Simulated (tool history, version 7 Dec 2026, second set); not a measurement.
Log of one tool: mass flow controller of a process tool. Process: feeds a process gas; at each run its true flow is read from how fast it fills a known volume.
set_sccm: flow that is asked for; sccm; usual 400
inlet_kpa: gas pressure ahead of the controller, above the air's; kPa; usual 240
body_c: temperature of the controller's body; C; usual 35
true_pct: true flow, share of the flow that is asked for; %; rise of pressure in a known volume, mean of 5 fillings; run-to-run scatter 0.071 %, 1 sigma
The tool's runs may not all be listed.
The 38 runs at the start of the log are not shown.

run	hour	set_sccm	inlet_kpa	body_c	true_pct
39	7420.0	103	172	34	98.67
40	7585.2	400	260	35	99.21
41	7791.7	400	260	35	99.16
42	7984.5	220	217	38	98.72
43	8146.1	220	217	38	98.76
44	8429.3	400	276	28	98.65
45	8561.8	400	276	28	98.61
46	8710.6	400	276	28	98.36
47	8829.7	74	267	22	97.43
48	9113.0	248	238	39	98.42

Each row is a separate what-if for the run after 48, all from the same tool condition, not one after another. Results?
A	9242.8	282	146	39	?
B	9242.8	248	152	31	?
C	9242.8	115	246	39	?
D	9242.8	248	225	39	?

run	true_pct
A	98.80
B	98.40
C	98.03
D	98.36
With no hidden state in the tool, these same runs would have given:
run	true_pct
A	100.00
B	99.59
C	99.21
D	99.55
